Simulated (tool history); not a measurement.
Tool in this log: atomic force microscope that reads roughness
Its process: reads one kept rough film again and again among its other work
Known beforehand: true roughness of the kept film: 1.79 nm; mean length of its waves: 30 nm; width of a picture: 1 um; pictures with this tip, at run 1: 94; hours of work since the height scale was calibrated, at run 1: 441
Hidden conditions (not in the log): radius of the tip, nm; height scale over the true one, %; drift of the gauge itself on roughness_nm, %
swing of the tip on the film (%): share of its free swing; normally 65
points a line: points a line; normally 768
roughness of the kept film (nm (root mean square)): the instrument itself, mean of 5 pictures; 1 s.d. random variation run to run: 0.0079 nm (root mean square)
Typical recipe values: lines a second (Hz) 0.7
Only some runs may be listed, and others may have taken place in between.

run   hour  lines a second (Hz)  swing of the tip on the film (%)  points a line  pictures with this tip  hours of work since the height scale was calibrated  roughness of the kept film (nm (root mean square))
  1      0                  0.7                                65            768                      94                                                  441                                               1.696
  2   13.8                  0.7                                65            768                     117                                                  451                                               1.685
  3   44.3                  0.7                                65            768                     169                                                  474                                               1.687
  4   63.2                  0.7                                65            768                     201                                                  488                                               1.694
  5   79.5                  0.7                                65            768                     228                                                  499                                               1.706
  6  105.5                  0.7                                65            768                     272                                                  519                                               1.691
  7  125.7                3.336                                65            768                     306                                                  533                                               1.602
     134.5  -- new tip fitted
  8  149.2                0.649                                65            729                      25                                                  550                                               1.692
  9  177.7                 1.35                                65            988                      74                                                  571                                               1.676
 10  202.2                1.955                                65           1018                     115                                                  589                                               1.644
 11  221.6                  0.7                                83            768                     148                                                  603                                               1.654

Consider 4 possible next runs. They are alternatives, not a sequence: every one starts from the tool as it was left by run 11. What does each give?
  A  252.7                0.761                                63            373                     201                                                  626                                                   ?
  B  252.7                0.643                                87            547                     201                                                  626                                                   ?
  C  252.7                1.336                                65            699                     201                                                  626                                                   ?
  D  252.7                1.119                                63            768                     201                                                  626                                                   ?

run  roughness of the kept film (nm (root mean square))
  A                                               1.688
  B                                               1.639
  C                                               1.665
  D                                               1.678
With the hidden condition removed and each run's random variation left untouched, the same runs would have given:
run  roughness of the kept film (nm (root mean square))
  A                                                1.69
  B                                               1.641
  C                                               1.667
  D                                                1.68
